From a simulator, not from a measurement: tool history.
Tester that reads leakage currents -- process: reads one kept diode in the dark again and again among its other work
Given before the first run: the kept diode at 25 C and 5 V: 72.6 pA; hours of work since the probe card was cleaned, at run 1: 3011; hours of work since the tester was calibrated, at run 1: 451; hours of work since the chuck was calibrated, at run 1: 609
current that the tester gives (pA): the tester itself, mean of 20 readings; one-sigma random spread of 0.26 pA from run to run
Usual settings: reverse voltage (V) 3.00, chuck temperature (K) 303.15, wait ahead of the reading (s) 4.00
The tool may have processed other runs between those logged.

run,day,reverse voltage (V),chuck temperature (K),wait ahead of the reading (s),hours of work since the probe card was cleaned,hours of work since the tester was calibrated,hours of work since the chuck was calibrated,current that the tester gives (pA)
1,0.000,3.00,303.15,4.00,3011,451,609,88.11
2,2.188,3.00,303.15,4.00,3039,479,636,88.82
3,3.754,3.00,303.15,4.00,3059,499,656,88.44
4,5.804,3.00,303.15,4.00,3085,525,682,88.46
5,7.275,3.00,303.15,4.00,3103,543,701,88.70
6,8.538,3.00,303.15,4.00,3119,559,717,87.92
7,10.275,3.00,303.15,4.00,3142,581,739,88.05
8,12.129,3.00,303.15,4.00,3165,605,762,88.23
9,13.900,3.00,303.15,4.00,3187,627,785,88.24
10,15.812,3.00,303.15,4.00,3212,651,809,88.18
11,17.683,3.00,303.15,4.00,3235,675,833,88.21
12,19.229,3.00,303.15,4.00,3255,695,852,88.51
# day 19.762: probe card cleaned and baked
13,21.421,13.91,303.15,4.00,21,721,879,186.53
14,23.233,13.91,303.15,4.00,44,744,902,185.29
15,24.442,13.91,303.15,4.00,59,759,917,186.23
16,26.267,3.00,303.15,4.00,82,782,940,80.99
17,28.338,3.00,303.15,4.00,109,809,966,80.50
18,30.158,3.00,303.15,4.00,132,832,989,80.76
19,31.742,3.00,303.15,4.00,152,852,1009,80.43
20,33.792,3.00,303.15,4.00,178,878,1035,80.77
21,35.825,6.72,333.15,1.26,204,904,1061,1155.97
22,36.875,3.00,303.15,4.05,217,917,1075,80.62
23,38.754,19.68,301.15,3.30,241,941,1098,192.79
24,40.583,19.68,297.15,1.05,264,964,1122,140.14
25,42.838,19.68,297.15,1.05,293,993,1150,139.73
26,44.375,19.68,297.15,1.05,312,1012,1170,140.26
27,46.308,19.68,297.15,1.05,337,1037,1194,140.50
28,48.567,12.69,303.15,4.00,365,1065,1223,178.26
29,50.862,12.69,303.15,4.00,394,1094,1252,178.89
30,52.767,2.16,303.15,5.37,418,1118,1276,67.17
31,54.483,2.24,329.15,9.39,440,1140,1298,482.81
32,56.575,3.00,301.15,4.30,467,1167,1324,68.35
33,58.904,3.00,309.15,0.83,496,1196,1354,129.34
34,60.154,3.00,309.15,0.83,512,1212,1370,130.12
35,61.225,11.64,309.15,2.65,526,1226,1383,272.66
36,63.388,2.85,294.15,0.69,553,1253,1411,37.65
37,65.267,3.49,295.15,3.20,577,1277,1435,45.46
38,66.812,12.05,309.15,0.94,597,1297,1454,278.19
39,68.767,12.05,317.15,0.74,621,1321,1479,510.10
40,70.871,12.05,320.15,0.74,648,1348,1506,630.83

Below are 3 alternative next runs, each starting from the tool's condition after run 40. Predict each:
A,72.583,1.77,303.15,3.64,670,1370,1527,?
B,72.583,10.72,320.15,6.45,670,1370,1527,?
C,72.583,2.43,303.15,4.00,670,1370,1527,?

run,current that the tester gives (pA)
A,59.72
B,595.19
C,71.45
With the hidden condition removed and each run's random variation left untouched, the same runs would have given:
run,current that the tester gives (pA)
A,62.35
B,621.80
C,74.43
